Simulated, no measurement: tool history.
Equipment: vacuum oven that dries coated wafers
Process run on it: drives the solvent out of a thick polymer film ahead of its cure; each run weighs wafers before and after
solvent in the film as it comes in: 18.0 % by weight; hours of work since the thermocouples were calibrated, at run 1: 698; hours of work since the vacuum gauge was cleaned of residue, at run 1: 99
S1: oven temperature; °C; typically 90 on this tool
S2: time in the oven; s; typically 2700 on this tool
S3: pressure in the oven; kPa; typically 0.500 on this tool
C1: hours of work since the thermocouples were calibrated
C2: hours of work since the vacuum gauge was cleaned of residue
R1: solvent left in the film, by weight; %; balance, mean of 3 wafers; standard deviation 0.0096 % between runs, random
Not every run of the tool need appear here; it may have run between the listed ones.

{"run": 1, "hour": 0.0, "S1": 90, "S2": 2700, "S3": 0.5, "C1": 698, "C2": 99, "R1": 0.559}
{"run": 2, "hour": 12.8, "S1": 90, "S2": 2700, "S3": 0.5, "C1": 703, "C2": 104, "R1": 0.564}
{"run": 3, "hour": 22.9, "S1": 90, "S2": 2700, "S3": 0.5, "C1": 707, "C2": 108, "R1": 0.569}
{"run": 4, "hour": 33.0, "S1": 90, "S2": 2700, "S3": 0.5, "C1": 711, "C2": 112, "R1": 0.562}
{"run": 5, "hour": 38.7, "S1": 90, "S2": 2700, "S3": 0.5, "C1": 713, "C2": 115, "R1": 0.563}
{"run": 6, "hour": 46.7, "S1": 90, "S2": 2700, "S3": 0.5, "C1": 717, "C2": 118, "R1": 0.568}
{"run": 7, "hour": 56.3, "S1": 90, "S2": 2700, "S3": 0.5, "C1": 721, "C2": 122, "R1": 0.576}
{"run": 8, "hour": 63.8, "S1": 90, "S2": 2700, "S3": 0.5, "C1": 724, "C2": 125, "R1": 0.563}
{"run": 9, "hour": 70.7, "S1": 90, "S2": 2700, "S3": 0.5, "C1": 726, "C2": 128, "R1": 0.561}
{"run": 10, "hour": 78.7, "S1": 90, "S2": 2700, "S3": 0.5, "C1": 730, "C2": 131, "R1": 0.556}
{"run": 11, "hour": 85.8, "S1": 90, "S2": 2700, "S3": 0.5, "C1": 733, "C2": 134, "R1": 0.561}
{"run": 12, "hour": 95.6, "S1": 90, "S2": 2700, "S3": 0.5, "C1": 737, "C2": 138, "R1": 0.563}
{"run": 13, "hour": 105.7, "S1": 90, "S2": 2700, "S3": 0.5, "C1": 741, "C2": 142, "R1": 0.573}
{"run": 14, "hour": 118.1, "S1": 90, "S2": 2700, "S3": 0.5, "C1": 746, "C2": 147, "R1": 0.566}
{"run": 15, "hour": 123.2, "S1": 97, "S2": 2160, "S3": 1.809, "C1": 748, "C2": 149, "R1": 0.42}
{"run": 16, "hour": 130.7, "S1": 77, "S2": 4020, "S3": 1.34, "C1": 751, "C2": 152, "R1": 2.652}
{"run": 17, "hour": 137.3, "S1": 77, "S2": 4020, "S3": 1.34, "C1": 754, "C2": 155, "R1": 2.644}
{"run": 18, "hour": 149.3, "S1": 90, "S2": 1380, "S3": 0.481, "C1": 759, "C2": 160, "R1": 2.606}
{"run": 19, "hour": 157.3, "S1": 90, "S2": 1380, "S3": 0.481, "C1": 762, "C2": 163, "R1": 2.566}
{"run": 20, "hour": 168.3, "S1": 95, "S2": 3900, "S3": 0.5, "C1": 766, "C2": 168, "R1": 0.096}
{"run": 21, "hour": 180.1, "S1": 95, "S2": 3900, "S3": 0.5, "C1": 771, "C2": 172, "R1": 0.093}
{"run": 22, "hour": 190.0, "S1": 95, "S2": 3900, "S3": 0.885, "C1": 775, "C2": 176, "R1": 0.169}
{"run": 23, "hour": 202.3, "S1": 90, "S2": 2400, "S3": 0.5, "C1": 780, "C2": 181, "R1": 0.788}
{"run": 24, "hour": 212.7, "S1": 102, "S2": 3840, "S3": 1.053, "C1": 784, "C2": 186, "R1": 0.139}

Each row is a separate what-if for the run after 24, all from the same tool condition, not one after another. Results?
{"run": "A", "hour": 225.2, "S1": 76, "S2": 3840, "S3": 1.053, "C1": 789, "C2": 191, "R1": "?"}
{"run": "B", "hour": 225.2, "S1": 101, "S2": 1680, "S3": 1.053, "C1": 789, "C2": 191, "R1": "?"}
{"run": "C", "hour": 225.2, "S1": 102, "S2": 3060, "S3": 1.156, "C1": 789, "C2": 191, "R1": "?"}
{"run": "D", "hour": 225.2, "S1": 80, "S2": 1500, "S3": 0.342, "C1": 789, "C2": 191, "R1": "?"}

run=A R1=3.150
run=B R1=0.271
run=C R1=0.145
run=D R1=6.088
What these runs would have given with no unlogged condition in the tool:
run=A R1=3.161
run=B R1=0.272
run=C R1=0.145
run=D R1=6.099

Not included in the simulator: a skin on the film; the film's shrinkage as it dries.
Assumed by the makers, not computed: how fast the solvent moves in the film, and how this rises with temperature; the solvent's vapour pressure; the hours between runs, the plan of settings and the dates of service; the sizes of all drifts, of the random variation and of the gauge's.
